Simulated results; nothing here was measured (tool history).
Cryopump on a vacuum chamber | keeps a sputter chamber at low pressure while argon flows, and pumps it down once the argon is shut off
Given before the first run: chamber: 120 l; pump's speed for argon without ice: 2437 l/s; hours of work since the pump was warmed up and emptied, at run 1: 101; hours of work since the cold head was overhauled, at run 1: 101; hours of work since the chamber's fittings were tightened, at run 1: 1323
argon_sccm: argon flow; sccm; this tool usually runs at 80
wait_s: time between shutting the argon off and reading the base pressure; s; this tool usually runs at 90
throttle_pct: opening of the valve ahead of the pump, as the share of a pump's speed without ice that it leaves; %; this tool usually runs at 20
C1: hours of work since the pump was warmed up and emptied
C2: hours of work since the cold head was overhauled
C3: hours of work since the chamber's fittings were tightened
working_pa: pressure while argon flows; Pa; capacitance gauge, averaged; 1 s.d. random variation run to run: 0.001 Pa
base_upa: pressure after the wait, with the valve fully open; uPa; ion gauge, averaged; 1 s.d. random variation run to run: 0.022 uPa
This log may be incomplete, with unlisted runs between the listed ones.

Run 1, hour 0.0: usual settings; C1 101; C2 101; C3 1323. Result: working_pa 0.2801 Pa, base_upa 1.18 uPa.
Run 2, hour 11.8: usual settings but argon_sccm 99 sccm; C1 107; C2 107; C3 1329. Result: working_pa 0.3444 Pa, base_upa 1.17 uPa.
Run 3, hour 25.3: usual settings but argon_sccm 78 sccm; C1 114; C2 114; C3 1336. Result: working_pa 0.2714 Pa, base_upa 1.19 uPa.
Run 4, hour 39.2: usual settings but argon_sccm 78 sccm, wait_s 173 s; C1 121; C2 121; C3 1343. Result: working_pa 0.2699 Pa, base_upa 0.91 uPa.
Run 5, hour 49.9: usual settings; C1 127; C2 127; C3 1348. Result: working_pa 0.2773 Pa, base_upa 1.19 uPa.
Run 6, hour 67.2: usual settings; C1 135; C2 135; C3 1357. Result: working_pa 0.2791 Pa, base_upa 1.22 uPa.
Run 7, hour 80.2: usual settings but wait_s 71 s; C1 142; C2 142; C3 1363. Result: working_pa 0.2790 Pa, base_upa 1.37 uPa.
Run 8, hour 88.9: usual settings but wait_s 105 s; C1 146; C2 146; C3 1368. Result: working_pa 0.2793 Pa, base_upa 1.16 uPa.
Run 9, hour 104.7: usual settings but argon_sccm 43 sccm, wait_s 243 s, throttle_pct 48 %; C1 154; C2 154; C3 1376. Result: working_pa 0.0624 Pa, base_upa 0.83 uPa.
Run 10, hour 119.1: usual settings but argon_sccm 43 sccm, wait_s 243 s, throttle_pct 48 %; C1 161; C2 161; C3 1383. Result: working_pa 0.0632 Pa, base_upa 0.88 uPa.

Forecast each of these 5 alternatives for the next run:
Run A, hour 129.5: usual settings but argon_sccm 78 sccm, wait_s 54 s, throttle_pct 48 %; C1 167; C2 167; C3 1388. Result: working_pa ?, base_upa ?.
Run B, hour 129.5: usual settings but argon_sccm 124 sccm, wait_s 142 s, throttle_pct 59 %; C1 167; C2 167; C3 1388. Result: working_pa ?, base_upa ?.
Run C, hour 129.5: usual settings but argon_sccm 43 sccm, wait_s 49 s, throttle_pct 18 %; C1 167; C2 167; C3 1388. Result: working_pa ?, base_upa ?.
Run D, hour 129.5: usual settings but argon_sccm 43 sccm, wait_s 28 s, throttle_pct 47 %; C1 167; C2 167; C3 1388. Result: working_pa ?, base_upa ?.
Run E, hour 129.5: usual settings but argon_sccm 43 sccm, wait_s 243 s, throttle_pct 57 %; C1 167; C2 167; C3 1388. Result: working_pa ?, base_upa ?.

run  working_pa  base_upa
  A      0.1144      1.62
  B      0.1486      1.00
  C      0.1659      1.75
  D      0.0642      2.43
  E      0.0534      0.86
Take away the tool's hidden state, keep each run's random variation, and the runs would have read:
run  working_pa  base_upa
  A      0.1128      1.05
  B      0.1461      0.46
  C      0.1650      1.18
  D      0.0634      1.87
  E      0.0526      0.31
